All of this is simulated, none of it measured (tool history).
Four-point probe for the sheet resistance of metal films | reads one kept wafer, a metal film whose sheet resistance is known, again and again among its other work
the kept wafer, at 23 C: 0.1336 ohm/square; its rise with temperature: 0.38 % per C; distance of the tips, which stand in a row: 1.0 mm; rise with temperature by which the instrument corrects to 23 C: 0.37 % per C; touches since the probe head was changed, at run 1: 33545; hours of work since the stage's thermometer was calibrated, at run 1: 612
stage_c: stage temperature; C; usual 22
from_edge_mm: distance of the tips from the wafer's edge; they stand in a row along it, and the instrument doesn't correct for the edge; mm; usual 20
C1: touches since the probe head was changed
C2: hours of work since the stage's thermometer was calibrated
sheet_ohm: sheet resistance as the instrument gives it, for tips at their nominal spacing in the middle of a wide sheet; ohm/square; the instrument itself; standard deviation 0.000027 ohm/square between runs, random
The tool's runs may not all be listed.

run 1 hour=0.0 | stage_c=22 from_edge_mm=20 | C1=33545 C2=612 | sheet_ohm=0.133779
run 2 hour=61.6 | stage_c=22 from_edge_mm=20 | C1=36012 C2=647 | sheet_ohm=0.133696
run 3 hour=123.1 | stage_c=33 from_edge_mm=20 | C1=38472 C2=682 | sheet_ohm=0.133843
run 4 hour=163.8 | stage_c=33 from_edge_mm=20 | C1=40102 C2=705 | sheet_ohm=0.133775
run 5 hour=199.5 | stage_c=33 from_edge_mm=20 | C1=41530 C2=725 | sheet_ohm=0.133752
run 6 hour=230.0 | stage_c=34 from_edge_mm=20 | C1=42748 C2=742 | sheet_ohm=0.133755
run 7 hour=295.7 | stage_c=34 from_edge_mm=20 | C1=45378 C2=779 | sheet_ohm=0.133712
run 8 hour=349.1 | stage_c=34 from_edge_mm=20 | C1=47516 C2=809 | sheet_ohm=0.133626
run 9 hour=378.1 | stage_c=34 from_edge_mm=20 | C1=48675 C2=825 | sheet_ohm=0.133647
run 10 hour=433.2 | stage_c=22 from_edge_mm=20 | C1=50883 C2=856 | sheet_ohm=0.133489
run 11 hour=493.0 | stage_c=22 from_edge_mm=20 | C1=53272 C2=890 | sheet_ohm=0.133484
run 12 hour=551.0 | stage_c=22 from_edge_mm=20 | C1=55594 C2=923 | sheet_ohm=0.133437
run 13 hour=602.3 | stage_c=22 from_edge_mm=20 | C1=57649 C2=951 | sheet_ohm=0.133465
-- hour=608.9 stage's thermometer calibrated
run 14 hour=649.0 | stage_c=22 from_edge_mm=20 | C1=59496 C2=23 | sheet_ohm=0.133303
run 15 hour=692.5 | stage_c=22 from_edge_mm=15 | C1=61237 C2=47 | sheet_ohm=0.133448
run 16 hour=754.0 | stage_c=22 from_edge_mm=15 | C1=63698 C2=82 | sheet_ohm=0.133459
run 17 hour=787.6 | stage_c=22 from_edge_mm=45 | C1=65045 C2=101 | sheet_ohm=0.133116
-- hour=852.1 stage's thermometer calibrated, once more
run 18 hour=853.6 | stage_c=22 from_edge_mm=45 | C1=67664 C2=1 | sheet_ohm=0.133317
run 19 hour=894.8 | stage_c=27 from_edge_mm=20 | C1=69314 C2=24 | sheet_ohm=0.133485
run 20 hour=949.1 | stage_c=27 from_edge_mm=20 | C1=71487 C2=55 | sheet_ohm=0.133459
run 21 hour=1004.3 | stage_c=22 from_edge_mm=20 | C1=73694 C2=86 | sheet_ohm=0.133386
run 22 hour=1068.3 | stage_c=20 from_edge_mm=20 | C1=76256 C2=122 | sheet_ohm=0.133295
run 23 hour=1120.7 | stage_c=29 from_edge_mm=15 | C1=78351 C2=151 | sheet_ohm=0.133530
run 24 hour=1160.3 | stage_c=22 from_edge_mm=71 | C1=79939 C2=174 | sheet_ohm=0.133072
run 25 hour=1189.4 | stage_c=22 from_edge_mm=71 | C1=81101 C2=190 | sheet_ohm=0.133150
run 26 hour=1241.2 | stage_c=29 from_edge_mm=20 | C1=83174 C2=219 | sheet_ohm=0.133343
run 27 hour=1280.8 | stage_c=28 from_edge_mm=4 | C1=84758 C2=241 | sheet_ohm=0.137444
run 28 hour=1310.0 | stage_c=28 from_edge_mm=4 | C1=85930 C2=258 | sheet_ohm=0.137449
run 29 hour=1339.9 | stage_c=28 from_edge_mm=45 | C1=87126 C2=275 | sheet_ohm=0.133149
run 30 hour=1376.8 | stage_c=28 from_edge_mm=45 | C1=88601 C2=295 | sheet_ohm=0.133123
-- hour=1411.1 new probe head fitted
run 31 hour=1416.5 | stage_c=29 from_edge_mm=20 | C1=215 C2=317 | sheet_ohm=0.133751
run 32 hour=1467.8 | stage_c=29 from_edge_mm=20 | C1=2267 C2=346 | sheet_ohm=0.133647
run 33 hour=1509.8 | stage_c=29 from_edge_mm=20 | C1=3949 C2=370 | sheet_ohm=0.133658
run 34 hour=1541.9 | stage_c=29 from_edge_mm=20 | C1=5235 C2=388 | sheet_ohm=0.133634
run 35 hour=1569.3 | stage_c=18 from_edge_mm=33 | C1=6332 C2=403 | sheet_ohm=0.133397
run 36 hour=1618.9 | stage_c=18 from_edge_mm=11 | C1=8317 C2=431 | sheet_ohm=0.133895
run 37 hour=1671.5 | stage_c=26 from_edge_mm=15 | C1=10421 C2=461 | sheet_ohm=0.133693
run 38 hour=1733.5 | stage_c=19 from_edge_mm=3 | C1=12902 C2=496 | sheet_ohm=0.140773
run 39 hour=1768.7 | stage_c=27 from_edge_mm=62 | C1=14311 C2=516 | sheet_ohm=0.133371
run 40 hour=1815.0 | stage_c=27 from_edge_mm=62 | C1=16162 C2=542 | sheet_ohm=0.133329
run 41 hour=1866.8 | stage_c=23 from_edge_mm=4 | C1=18236 C2=571 | sheet_ohm=0.137566
run 42 hour=1896.4 | stage_c=23 from_edge_mm=4 | C1=19420 C2=588 | sheet_ohm=0.137581
run 43 hour=1942.5 | stage_c=21 from_edge_mm=3 | C1=21267 C2=613 | sheet_ohm=0.140648
run 44 hour=1993.1 | stage_c=22 from_edge_mm=4 | C1=23288 C2=642 | sheet_ohm=0.137459

What if the next run were any one of these 5? Each begins from the tool's condition after run 44:
run A hour=2041.1 | stage_c=22 from_edge_mm=12 | C1=25210 C2=669 | sheet_ohm=?
run B hour=2041.1 | stage_c=23 from_edge_mm=14 | C1=25210 C2=669 | sheet_ohm=?
run C hour=2041.1 | stage_c=25 from_edge_mm=22 | C1=25210 C2=669 | sheet_ohm=?
run D hour=2041.1 | stage_c=27 from_edge_mm=19 | C1=25210 C2=669 | sheet_ohm=?
run E hour=2041.1 | stage_c=29 from_edge_mm=20 | C1=25210 C2=669 | sheet_ohm=?

run=A sheet_ohm=0.133624
run=B sheet_ohm=0.133459
run=C sheet_ohm=0.133301
run=D sheet_ohm=0.133407
run=E sheet_ohm=0.133399
What these runs would have given with no unlogged condition in the tool:
run=A sheet_ohm=0.134093
run=B sheet_ohm=0.133927
run=C sheet_ohm=0.133768
run=D sheet_ohm=0.133873
run=E sheet_ohm=0.133865
